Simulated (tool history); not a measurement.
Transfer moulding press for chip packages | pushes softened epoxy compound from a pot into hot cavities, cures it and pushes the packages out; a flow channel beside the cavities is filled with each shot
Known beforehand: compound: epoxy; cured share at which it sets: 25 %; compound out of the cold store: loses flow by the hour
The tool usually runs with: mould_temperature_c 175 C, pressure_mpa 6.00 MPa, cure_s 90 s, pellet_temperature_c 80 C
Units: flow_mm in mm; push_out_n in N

run,day,mould_temperature_c,pressure_mpa,cure_s,pellet_temperature_c,incoming compound's hours out of the cold store,flow_mm,push_out_n
1,0.000,175,6.00,90,80,43.7,420,781
# day 0.212: cavities cleaned with cleaning compound and waxed
2,0.808,175,6.00,90,80,11.1,522,1124
3,1.292,175,6.00,90,80,44.0,409,1040
4,1.862,180,6.00,90,80,9.7,507,874
# day 2.092: cavities cleaned with cleaning compound and waxed
5,2.662,180,6.00,90,80,17.6,483,506
6,3.267,175,5.30,90,80,23.1,444,769
7,3.812,175,5.30,90,80,8.1,496,896
# day 3.979: cavities cleaned with cleaning compound and waxed, once more
8,4.358,175,6.00,90,80,25.6,464,606
9,4.779,175,6.00,90,80,8.5,525,732
10,5.421,175,6.00,90,80,28.1,455,754
# day 5.875: cavities cleaned with cleaning compound and waxed
11,6.250,175,6.00,90,80,13.3,483,645
# day 6.862: plunger's sealing rings changed
12,7.158,180,7.17,126,70,17.0,561,542
13,7.500,173,5.94,90,80,14.8,534,992
# day 7.875: cavities cleaned with cleaning compound and waxed
14,8.275,173,5.94,90,80,43.1,450,645
15,8.958,168,5.79,90,80,32.7,490,1222
16,9.400,173,5.79,90,80,27.4,481,910
# day 9.750: cavities cleaned with cleaning compound and waxed
17,9.846,183,4.68,75,88,20.2,436,482
18,10.467,183,4.68,75,88,38.7,387,555
19,11.054,183,4.68,75,88,39.1,385,651
20,11.533,183,4.68,75,88,9.6,467,734
# day 11.671: cavities cleaned with cleaning compound and waxed
21,11.979,179,6.88,107,74,21.0,544,424

Below are 4 alternative next runs, each starting from the tool's condition after run 21. Predict each:
A,12.408,179,5.73,107,74,10.2,?,?
B,12.408,183,6.90,114,80,34.3,?,?
C,12.408,175,6.22,90,80,8.1,?,?
D,12.408,175,5.43,97,80,26.9,?,?

run,flow_mm,push_out_n
A,516,486
B,482,464
C,565,714
D,462,615
Without the tool's unlogged condition, the same runs would have read:
run,flow_mm,push_out_n
A,531,367
B,496,351
C,581,542
D,475,466

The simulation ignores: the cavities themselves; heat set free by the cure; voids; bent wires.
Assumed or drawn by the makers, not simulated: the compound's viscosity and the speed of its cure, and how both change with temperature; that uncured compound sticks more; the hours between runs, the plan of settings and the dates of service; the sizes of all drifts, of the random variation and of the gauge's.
